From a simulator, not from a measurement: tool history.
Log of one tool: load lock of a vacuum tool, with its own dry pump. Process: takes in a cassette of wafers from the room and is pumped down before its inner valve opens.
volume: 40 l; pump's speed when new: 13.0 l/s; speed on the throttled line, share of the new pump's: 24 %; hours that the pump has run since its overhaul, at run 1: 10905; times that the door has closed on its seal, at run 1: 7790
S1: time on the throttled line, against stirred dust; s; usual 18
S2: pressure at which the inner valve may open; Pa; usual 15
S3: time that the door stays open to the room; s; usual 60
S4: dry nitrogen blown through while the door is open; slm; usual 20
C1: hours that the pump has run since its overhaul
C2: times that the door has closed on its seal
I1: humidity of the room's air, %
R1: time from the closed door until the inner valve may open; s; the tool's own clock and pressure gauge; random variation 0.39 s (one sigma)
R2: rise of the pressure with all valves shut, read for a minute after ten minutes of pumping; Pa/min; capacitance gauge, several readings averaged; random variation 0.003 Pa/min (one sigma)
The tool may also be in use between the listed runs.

run	hour	S1	S2	S3	S4	C1	C2	I1	R1	R2
1	0	18	15	60	20	10905	7790	45.2	47	0.106
2	262.3	18	15	60	20	11167	8585	45.4	46.5	0.113
3	500.5	18	15	60	20	11405	9306	44.9	47.2	0.127
4	787	18	15	60	14	11692	10174	45.5	47.7	0.147
5	974.6	18	15	60	20	11880	10742	42.3	47.5	0.148
6	1283.1	18	15	60	20	12188	11677	45.1	47.8	0.161
7	1588.5	18	15	60	20	12493	12602	40.9	48	0.174
8	1732.6	18	15	60	20	12638	13038	46.5	47.4	0.184
# hour 1811.9: dry pump taken out, an overhauled one fitted
9	1935.5	18	15	60	20	124	13634	44.3	41.8	0.198
10	2218.8	18	15	60	20	407	14493	43.5	41.4	0.211
11	2409.7	18	15	60	20	598	15071	49.8	42.1	0.23
12	2639.2	18	15	60	20	827	15766	43.4	41.4	0.239
13	2822.6	18	15	121	20	1011	16322	44.1	41	0.256
14	3018.3	18	11	60	20	1206	16914	46.6	42.8	0.256
15	3235.4	18	11	60	20	1423	17572	44	43.4	0.276
16	3407.2	18	11	60	20	1595	18092	46.7	43.3	0.292
17	3533.9	18	11	60	20	1722	18476	44.4	42.7	0.307
18	3848	18	11	60	20	2036	19427	49.6	43.1	0.333
19	4001.2	18	11	60	20	2189	19891	46	43	0.335
20	4220.4	18	11	60	20	2408	20555	43.8	43.6	0.353
21	4456.7	28	11	146	20	2645	21271	42.1	50.4	0.388
22	4664.9	28	11	146	20	2853	21902	43.6	51.9	0.402
23	4966	31	29	177	20	3154	22814	45	50.3	0.425

The next listed run, before its measurement:
24	5238.8	18	11	102	5	3427	23640	44.8	?	?

R1: 43.6 s
R2: 0.479 Pa/min
Without the tool's hidden state the same run would have given R1 41.6 s, R2 0.074 Pa/min.
